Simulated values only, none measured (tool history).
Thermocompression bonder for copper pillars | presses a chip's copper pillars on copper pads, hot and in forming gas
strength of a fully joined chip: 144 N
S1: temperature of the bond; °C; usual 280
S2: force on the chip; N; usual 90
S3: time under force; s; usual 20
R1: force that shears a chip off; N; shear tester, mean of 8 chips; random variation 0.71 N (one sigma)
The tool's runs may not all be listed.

run 1 hour=0.0 | S1=280 S2=90 S3=20 | R1=61.7
run 2 hour=9.7 | S1=280 S2=90 S3=20 | R1=61.0
run 3 hour=17.0 | S1=280 S2=90 S3=20 | R1=61.8
run 4 hour=22.2 | S1=280 S2=90 S3=20 | R1=61.1
run 5 hour=31.6 | S1=280 S2=90 S3=20 | R1=61.2
run 6 hour=40.1 | S1=280 S2=90 S3=20 | R1=63.1
run 7 hour=48.0 | S1=280 S2=90 S3=46 | R1=80.0
run 8 hour=56.4 | S1=286 S2=90 S3=20 | R1=64.6
run 9 hour=63.4 | S1=286 S2=90 S3=20 | R1=65.4
run 10 hour=71.3 | S1=280 S2=90 S3=28 | R1=69.0
run 11 hour=79.2 | S1=280 S2=90 S3=20 | R1=62.0
run 12 hour=84.5 | S1=280 S2=90 S3=20 | R1=61.8
run 13 hour=91.8 | S1=280 S2=90 S3=20 | R1=61.0
run 14 hour=98.7 | S1=280 S2=90 S3=20 | R1=59.8
-- hour=100.7 forming gas filter changed
run 15 hour=103.7 | S1=280 S2=90 S3=20 | R1=65.7
run 16 hour=107.9 | S1=280 S2=90 S3=20 | R1=65.4
run 17 hour=114.7 | S1=280 S2=90 S3=20 | R1=64.5
run 18 hour=120.9 | S1=277 S2=90 S3=47 | R1=82.4
run 19 hour=126.8 | S1=277 S2=76 S3=14 | R1=49.9
run 20 hour=136.1 | S1=285 S2=58 S3=32 | R1=64.5
run 21 hour=141.7 | S1=297 S2=73 S3=12 | R1=55.6
run 22 hour=151.7 | S1=297 S2=134 S3=12 | R1=75.6
run 23 hour=160.1 | S1=280 S2=90 S3=33 | R1=76.6
run 24 hour=167.3 | S1=255 S2=90 S3=15 | R1=45.3
run 25 hour=175.4 | S1=261 S2=113 S3=15 | R1=53.5
run 26 hour=182.0 | S1=261 S2=113 S3=15 | R1=54.6
run 27 hour=188.8 | S1=261 S2=113 S3=15 | R1=54.1
run 28 hour=196.7 | S1=252 S2=96 S3=15 | R1=45.4
run 29 hour=202.7 | S1=309 S2=90 S3=18 | R1=76.8

4 ways to go on from here, each from the tool as it stands after run 29. What would each give?
run A hour=209.3 | S1=280 S2=112 S3=20 | R1=?
run B hour=209.3 | S1=280 S2=90 S3=14 | R1=?
run C hour=209.3 | S1=265 S2=68 S3=23 | R1=?
run D hour=209.3 | S1=301 S2=86 S3=13 | R1=?

run=A R1=72.1
run=B R1=56.7
run=C R1=51.1
run=D R1=64.5
Without the tool's hidden state the same runs would have given:
run=A R1=67.0
run=B R1=52.3
run=C R1=46.5
run=D R1=60.1
